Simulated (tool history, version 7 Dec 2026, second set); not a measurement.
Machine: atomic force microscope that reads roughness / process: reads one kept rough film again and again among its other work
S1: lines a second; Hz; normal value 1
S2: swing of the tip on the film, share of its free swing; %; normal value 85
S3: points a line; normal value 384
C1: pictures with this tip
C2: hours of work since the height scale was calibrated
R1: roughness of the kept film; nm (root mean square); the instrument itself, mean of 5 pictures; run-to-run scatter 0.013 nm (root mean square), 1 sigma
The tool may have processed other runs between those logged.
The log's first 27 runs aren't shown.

run	hour	S1	S2	S3	C1	C2	R1
28	423.6	1	57	984	268	900	3.062
29	442.8	1	57	842	307	915	3.027
30	463.7	1	57	842	349	931	2.969
# hour 481.3: new tip fitted
31	481.3	1.51	77	384	0	945	2.95
32	492.4	1.51	77	384	22	953	2.92
33	512	1.51	78	658	62	969	2.903
34	528.7	3.78	65	326	95	982	2.794
35	546.3	1	61	805	131	995	3.144
36	565.3	1	61	805	169	1010	3.127
37	585.6	1.32	89	805	210	1026	2.645
38	599.2	1.32	89	805	238	1036	2.576
39	614	1	85	1012	268	1048	2.768
40	632	1	72	384	304	1062	2.929
41	648.7	1	72	384	338	1075	2.905
42	657.6	0.78	82	657	356	1082	2.829
# hour 672.7: new tip fitted
43	676.6	0.78	82	657	8	1096	3.08
44	693.8	0.78	82	657	43	1109	3.037
45	706.6	1.39	85	384	69	1119	2.789
46	727.7	1	85	688	111	1135	2.882

Forecast each of these 4 alternatives for the next run:
A	748.2	2.62	89	707	153	1151	?
B	748.2	0.72	83	291	153	1151	?
C	748.2	1	86	467	153	1151	?
D	748.2	2.97	63	688	153	1151	?

run	R1
A	2.272
B	2.944
C	2.841
D	2.89
Stripped of hidden state, with their random variation kept, the same runs would have yielded:
run	R1
A	2.375
B	3.077
C	2.969
D	3.021
